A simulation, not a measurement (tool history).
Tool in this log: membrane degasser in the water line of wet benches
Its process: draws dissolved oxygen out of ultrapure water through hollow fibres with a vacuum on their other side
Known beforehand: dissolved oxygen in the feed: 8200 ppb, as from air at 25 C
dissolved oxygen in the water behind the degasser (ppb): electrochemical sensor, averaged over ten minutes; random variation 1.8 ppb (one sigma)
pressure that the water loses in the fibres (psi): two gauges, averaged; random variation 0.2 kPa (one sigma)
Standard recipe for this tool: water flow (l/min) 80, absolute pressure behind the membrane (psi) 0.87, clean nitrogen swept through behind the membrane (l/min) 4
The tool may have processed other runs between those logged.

run	hour	water flow (l/min)	absolute pressure behind the membrane (psi)	clean nitrogen swept through behind the membrane (l/min)	dissolved oxygen in the water behind the degasser (ppb)	pressure that the water loses in the fibres (psi)
1	0	80	0.87	4	181.1	6.634
2	38.5	80	0.804	4	162	6.579
3	97.1	80	0.804	4	158.5	6.599
4	153.5	80	0.804	4	158.3	6.644
5	187.5	80	0.87	4	179.8	6.606
6	246.9	51	0.804	6.86	52.6	4.152
7	290.8	80	2.161	3.96	540	6.649
# hour 298: vacuum gauge calibrated
8	358.9	80	0.87	7.28	127.7	6.622
9	434.5	80	0.544	2.25	102.6	6.605
10	476.5	80	1.754	4	430.5	6.66

Branching from run 10: 5 alternative next runs. What would each branch give?
A	511.7	67	1.754	4	?	?
B	511.7	120	1.011	4	?	?
C	511.7	80	0.87	2.76	?	?
D	511.7	80	1.867	4	?	?
E	511.7	80	1.514	3.36	?	?

run	dissolved oxygen in the water behind the degasser (ppb)	pressure that the water loses in the fibres (psi)
A	352.8	5.535
B	402.7	9.928
C	226.8	6.646
D	466.8	6.627
E	418.9	6.66
With the hidden condition removed and each run's random variation left untouched, the same runs would have given:
run	dissolved oxygen in the water behind the degasser (ppb)	pressure that the water loses in the fibres (psi)
A	347.2	5.448
B	388.1	9.771
C	218	6.543
D	459.3	6.524
E	410.8	6.556

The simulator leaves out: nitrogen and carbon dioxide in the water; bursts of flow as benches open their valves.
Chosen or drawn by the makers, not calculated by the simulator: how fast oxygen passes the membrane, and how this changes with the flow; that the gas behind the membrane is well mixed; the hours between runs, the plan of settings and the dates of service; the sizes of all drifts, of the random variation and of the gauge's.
